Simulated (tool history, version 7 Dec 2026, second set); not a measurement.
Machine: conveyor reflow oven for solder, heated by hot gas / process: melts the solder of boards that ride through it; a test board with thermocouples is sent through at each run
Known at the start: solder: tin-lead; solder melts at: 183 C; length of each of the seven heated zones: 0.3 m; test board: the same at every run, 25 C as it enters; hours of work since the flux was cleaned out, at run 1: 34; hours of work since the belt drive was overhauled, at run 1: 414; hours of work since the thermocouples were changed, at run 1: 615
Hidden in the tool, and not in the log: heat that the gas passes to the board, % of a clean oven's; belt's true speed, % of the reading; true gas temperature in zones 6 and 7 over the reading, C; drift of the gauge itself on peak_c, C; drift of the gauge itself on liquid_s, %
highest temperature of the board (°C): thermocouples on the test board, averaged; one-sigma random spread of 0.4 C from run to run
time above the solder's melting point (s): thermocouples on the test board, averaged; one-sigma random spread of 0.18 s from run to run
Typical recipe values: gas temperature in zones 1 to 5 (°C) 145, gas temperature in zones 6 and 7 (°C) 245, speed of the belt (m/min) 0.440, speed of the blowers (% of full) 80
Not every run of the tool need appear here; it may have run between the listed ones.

run	hour	gas temperature in zones 1 to 5 (°C)	gas temperature in zones 6 and 7 (°C)	speed of the belt (m/min)	speed of the blowers (% of full)	hours of work since the flux was cleaned out	hours of work since the belt drive was overhauled	hours of work since the thermocouples were changed	highest temperature of the board (°C)	time above the solder's melting point (s)
1	0.0	145	245	0.440	80	34	414	615	231.4	74.1
2	18.2	145	245	0.440	51	41	422	622	223.7	68.5
3	36.4	145	245	0.440	80	49	429	630	231.2	74.0
4	81.7	145	245	0.440	80	67	448	648	230.9	74.0
5	125.3	145	245	0.440	80	85	466	666	230.9	73.7
6	146.5	145	245	0.440	80	94	475	675	231.7	74.1
7	188.5	145	245	0.440	87	112	492	693	233.3	74.8
8	221.0	145	245	0.440	87	125	506	706	233.4	74.8
9	264.7	145	259	0.440	61	143	524	724	239.0	78.3
10	301.8	145	259	0.440	61	159	539	740	238.7	78.3
11	327.7	145	259	0.440	61	169	550	750	239.5	78.7
12	369.3	146	243	0.375	61	187	567	767	230.5	86.9
13	393.0	146	243	0.375	61	196	577	777	230.1	86.9
14	418.6	157	243	0.440	54	207	588	788	225.1	75.5
15	452.8	135	252	0.389	57	221	602	802	234.4	81.6

Branching from run 15: 3 alternative next runs. What would each branch give?
A	478.5	130	243	0.414	57	232	613	813	?	?
B	478.5	156	253	0.353	57	232	613	813	?	?
C	478.5	135	260	0.440	80	232	613	813	?	?

run	highest temperature of the board (°C)	time above the solder's melting point (s)
A	223.5	67.0
B	242.0	103.8
C	243.9	77.0
Without the tool's hidden state the same runs would have given:
run	highest temperature of the board (°C)	time above the solder's melting point (s)
A	223.7	67.1
B	242.3	103.8
C	244.2	77.1

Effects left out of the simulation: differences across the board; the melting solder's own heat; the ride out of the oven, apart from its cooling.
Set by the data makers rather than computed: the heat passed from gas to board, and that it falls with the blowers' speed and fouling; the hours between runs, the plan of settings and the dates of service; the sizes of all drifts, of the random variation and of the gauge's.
